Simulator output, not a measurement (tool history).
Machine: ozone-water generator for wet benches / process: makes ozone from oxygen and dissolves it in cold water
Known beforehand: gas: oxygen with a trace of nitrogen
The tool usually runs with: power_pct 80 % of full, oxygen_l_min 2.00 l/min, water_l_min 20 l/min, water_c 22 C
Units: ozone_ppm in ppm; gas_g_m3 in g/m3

run	day	power_pct	oxygen_l_min	water_l_min	water_c	ozone_ppm	gas_g_m3
1	0.000	80	2.00	20	22	11.1	198.0
2	4.904	80	2.00	20	22	11.1	197.0
3	9.229	80	2.00	20	22	11.1	194.6
4	13.296	80	2.00	20	22	11.0	196.6
5	17.900	80	2.00	20	22	10.8	195.4
6	22.025	80	2.00	20	16	11.7	195.4
7	24.458	80	2.00	13	28	14.8	195.5
8	28.096	80	1.17	15	26	11.8	256.0
9	31.383	52	2.56	26	22	7.0	135.7
10	36.488	80	2.00	29	16	7.8	193.2
11	41.858	72	1.47	20	14	9.7	212.9
12	44.092	72	1.47	20	14	9.8	210.5

4 options for the next run, each taken on its own from the tool as it stands now. Forecast them:
A	46.938	48	2.08	25	14	?	?
B	46.938	72	2.60	18	14	?	?
C	46.938	54	3.25	14	22	?	?
D	46.938	66	2.33	20	22	?	?

run	ozone_ppm	gas_g_m3
A	7.1	141.2
B	12.7	159.7
C	12.3	121.1
D	9.9	161.5
Without the tool's unlogged condition, the same runs would have read:
run	ozone_ppm	gas_g_m3
A	7.6	149.9
B	13.8	172.4
C	13.2	129.2
D	10.7	173.6
